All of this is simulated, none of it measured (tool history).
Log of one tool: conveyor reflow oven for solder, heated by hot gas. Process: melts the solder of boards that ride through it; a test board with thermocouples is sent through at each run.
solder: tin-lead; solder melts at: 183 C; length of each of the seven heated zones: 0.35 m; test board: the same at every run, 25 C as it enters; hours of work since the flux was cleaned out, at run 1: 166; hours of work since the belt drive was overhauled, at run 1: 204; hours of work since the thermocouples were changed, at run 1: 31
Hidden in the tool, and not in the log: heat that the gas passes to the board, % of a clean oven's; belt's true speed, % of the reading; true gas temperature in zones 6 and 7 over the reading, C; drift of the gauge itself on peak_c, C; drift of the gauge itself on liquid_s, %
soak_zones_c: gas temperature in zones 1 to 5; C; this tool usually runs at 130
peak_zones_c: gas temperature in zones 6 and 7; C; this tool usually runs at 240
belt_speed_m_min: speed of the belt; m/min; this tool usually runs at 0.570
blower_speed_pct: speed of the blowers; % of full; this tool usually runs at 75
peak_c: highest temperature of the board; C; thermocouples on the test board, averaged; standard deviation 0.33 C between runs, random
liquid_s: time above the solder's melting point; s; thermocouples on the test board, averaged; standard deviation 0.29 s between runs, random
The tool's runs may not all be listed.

run   hour  soak_zones_c  peak_zones_c  belt_speed_m_min  blower_speed_pct  hours of work since the flux was cleaned out  hours of work since the belt drive was overhauled  hours of work since the thermocouples were changed  peak_c  liquid_s
  1    0.0           130           240             0.570                75                                           166                                                204                                                  31   219.1      54.2
  2    5.4           130           240             0.570                75                                           169                                                207                                                  33   219.0      54.0
  3   11.7           130           240             0.570                75                                           172                                                210                                                  36   219.2      53.3
  4   22.3           130           240             0.570                75                                           177                                                215                                                  41   219.3      53.9
  5   32.3           130           240             0.570                75                                           182                                                219                                                  46   219.0      53.6
  6   43.3           130           240             0.570                75                                           187                                                225                                                  52   218.4      53.7
  7   52.0           130           240             0.570                75                                           191                                                229                                                  56   218.8      53.9
  8   61.9           130           254             0.570                75                                           196                                                234                                                  60   231.4      61.4
  9   72.1           130           254             0.570                75                                           201                                                239                                                  65   231.0      61.3
 10   82.6           130           240             0.497                75                                           206                                                244                                                  70   224.4      65.7
 11   93.7           130           240             0.497                75                                           211                                                249                                                  76   223.8      65.8
 12  101.0           130           240             0.497                75                                           215                                                252                                                  79   223.8      65.7
 13  106.6           130           240             0.570                75                                           217                                                255                                                  82   218.8      52.8
     111.6  -- belt drive overhauled, speed set with a stopwatch
 14  115.9           130           240             0.570                58                                           220                                                  2                                                  84   215.4      50.8
 15  127.2           130           228             0.570                75                                           225                                                  7                                                  90   208.3      44.2
 16  133.9           136           240             0.515                75                                           229                                                 11                                                  93   223.7      65.0
     142.4  -- belt drive overhauled, speed set with a stopwatch, once more
 17  144.2           124           246             0.664                74                                           232                                                  1                                                  96   215.9      41.5
 18  151.1           124           246             0.535                74                                           235                                                  4                                                  99   225.1      59.8
 19  158.1           135           245             0.570                51                                           238                                                  8                                                 103   218.6      54.2
 20  169.6           135           254             0.570                51                                           244                                                 13                                                 108   226.3      59.8
 21  180.9           123           254             0.578                69                                           249                                                 18                                                 114   227.3      56.1
 22  191.4           123           254             0.578                69                                           254                                                 23                                                 119   226.9      56.5
 23  201.2           123           254             0.578                69                                           259                                                 28                                                 123   227.6      56.6
 24  209.3           137           229             0.590                56                                           263                                                 32                                                 127   205.2      41.1
 25  215.7           130           240             0.570                69                                           266                                                 35                                                 130   216.8      52.0
 26  227.0           130           236             0.570                75                                           271                                                 41                                                 136   213.9      50.0
 27  233.4           125           240             0.570                75                                           274                                                 44                                                 139   217.0      50.7
 28  239.1           125           240             0.570                75                                           277                                                 46                                                 141   216.7      50.2
 29  250.2           139           236             0.522                73                                           282                                                 52                                                 147   218.9      61.5
 30  256.6           139           236             0.522                73                                           285                                                 55                                                 150   218.9      62.0

Forecast each of these 3 alternatives for the next run:
  A  263.1           126           252             0.570                75                                           289                                                 58                                                 153       ?         ?
  B  263.1           118           240             0.670                66                                           289                                                 58                                                 153       ?         ?
  C  263.1           142           240             0.570                75                                           289                                                 58                                                 153       ?         ?

run  peak_c  liquid_s
  A   227.5      58.1
  B   206.7      31.4
  C   220.8      59.0
Had the tool no hidden state, the same runs would have come out as:
run  peak_c  liquid_s
  A   231.0      60.2
  B   210.5      35.0
  C   223.6      61.2
